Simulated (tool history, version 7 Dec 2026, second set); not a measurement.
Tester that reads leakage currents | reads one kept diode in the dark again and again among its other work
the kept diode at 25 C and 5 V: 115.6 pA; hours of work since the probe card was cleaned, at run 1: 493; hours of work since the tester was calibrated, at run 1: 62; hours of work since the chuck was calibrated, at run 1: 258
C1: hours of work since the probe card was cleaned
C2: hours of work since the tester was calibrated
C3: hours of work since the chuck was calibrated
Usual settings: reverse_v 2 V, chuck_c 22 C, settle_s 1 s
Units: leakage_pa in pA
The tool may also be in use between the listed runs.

run 1 hour=0 | reverse_v=2 chuck_c=22 settle_s=1 | C1=493 C2=62 C3=258 | leakage_pa=64.33
run 2 hour=45 | reverse_v=2 chuck_c=29 settle_s=1 | C1=517 C2=86 C3=283 | leakage_pa=108.37
run 3 hour=78.4 | reverse_v=2 chuck_c=29 settle_s=1 | C1=535 C2=104 C3=301 | leakage_pa=108.35
run 4 hour=108.7 | reverse_v=2 chuck_c=29 settle_s=1 | C1=551 C2=120 C3=317 | leakage_pa=109.44
run 5 hour=135.7 | reverse_v=2 chuck_c=21 settle_s=1 | C1=566 C2=135 C3=331 | leakage_pa=59.67
run 6 hour=155.4 | reverse_v=2 chuck_c=21 settle_s=1 | C1=576 C2=145 C3=342 | leakage_pa=60.14
run 7 hour=183.8 | reverse_v=2 chuck_c=22 settle_s=1 | C1=592 C2=161 C3=357 | leakage_pa=64.59
run 8 hour=212.3 | reverse_v=2 chuck_c=47 settle_s=1 | C1=607 C2=176 C3=373 | leakage_pa=378.72
run 9 hour=232.7 | reverse_v=2 chuck_c=28 settle_s=1 | C1=618 C2=187 C3=384 | leakage_pa=101.5
-- hour=237.4 chuck's temperature calibrated
run 10 hour=263.5 | reverse_v=2 chuck_c=28 settle_s=1 | C1=633 C2=202 C3=14 | leakage_pa=103.08
run 11 hour=297.1 | reverse_v=2 chuck_c=22 settle_s=1 | C1=652 C2=220 C3=32 | leakage_pa=66.6
run 12 hour=321 | reverse_v=2 chuck_c=22 settle_s=1 | C1=664 C2=233 C3=45 | leakage_pa=66.19
run 13 hour=367 | reverse_v=2 chuck_c=22 settle_s=1 | C1=689 C2=258 C3=70 | leakage_pa=66.94
-- hour=375.3 chuck's temperature calibrated, once more
run 14 hour=409.4 | reverse_v=2 chuck_c=39 settle_s=1 | C1=711 C2=280 C3=18 | leakage_pa=218.91
run 15 hour=445.1 | reverse_v=2 chuck_c=30 settle_s=3.31 | C1=730 C2=299 C3=38 | leakage_pa=116.06
run 16 hour=491.5 | reverse_v=2.31 chuck_c=27 settle_s=3.71 | C1=755 C2=324 C3=63 | leakage_pa=98.73
run 17 hour=513 | reverse_v=2.44 chuck_c=24 settle_s=0.42 | C1=767 C2=335 C3=74 | leakage_pa=81.88
run 18 hour=534.6 | reverse_v=3.1 chuck_c=22 settle_s=1.31 | C1=778 C2=347 C3=86 | leakage_pa=78.63
run 19 hour=580.6 | reverse_v=6.63 chuck_c=58 settle_s=2.13 | C1=803 C2=372 C3=110 | leakage_pa=1274.06
run 20 hour=606.1 | reverse_v=6.63 chuck_c=23 settle_s=0.33 | C1=817 C2=385 C3=124 | leakage_pa=121.54
run 21 hour=637.7 | reverse_v=17.6 chuck_c=35 settle_s=1 | C1=834 C2=402 C3=141 | leakage_pa=437.39
run 22 hour=661.3 | reverse_v=17.6 chuck_c=35 settle_s=1 | C1=846 C2=415 C3=154 | leakage_pa=442.06
run 23 hour=705 | reverse_v=8.47 chuck_c=41 settle_s=1.06 | C1=870 C2=439 C3=177 | leakage_pa=478.52
run 24 hour=732.8 | reverse_v=15.93 chuck_c=41 settle_s=7.93 | C1=885 C2=454 C3=192 | leakage_pa=630.26
run 25 hour=768.3 | reverse_v=17.63 chuck_c=48 settle_s=0.49 | C1=904 C2=473 C3=211 | leakage_pa=1052.49
run 26 hour=803 | reverse_v=2.22 chuck_c=20 settle_s=0.58 | C1=923 C2=491 C3=230 | leakage_pa=59.36

4 ways to go on from here, each from the tool as it stands after run 26. What would each give?
run A hour=833 | reverse_v=4.39 chuck_c=20 settle_s=0.58 | C1=939 C2=508 C3=246 | leakage_pa=?
run B hour=833 | reverse_v=8.27 chuck_c=26 settle_s=0.58 | C1=939 C2=508 C3=246 | leakage_pa=?
run C hour=833 | reverse_v=2 chuck_c=26 settle_s=1 | C1=939 C2=508 C3=246 | leakage_pa=?
run D hour=833 | reverse_v=1.36 chuck_c=22 settle_s=6.24 | C1=939 C2=508 C3=246 | leakage_pa=?

run=A leakage_pa=80.99
run=B leakage_pa=169.45
run=C leakage_pa=88.12
run=D leakage_pa=55.06
Without the tool's hidden state the same runs would have given:
run=A leakage_pa=74.64
run=B leakage_pa=157.13
run=C leakage_pa=83.99
run=D leakage_pa=52.33
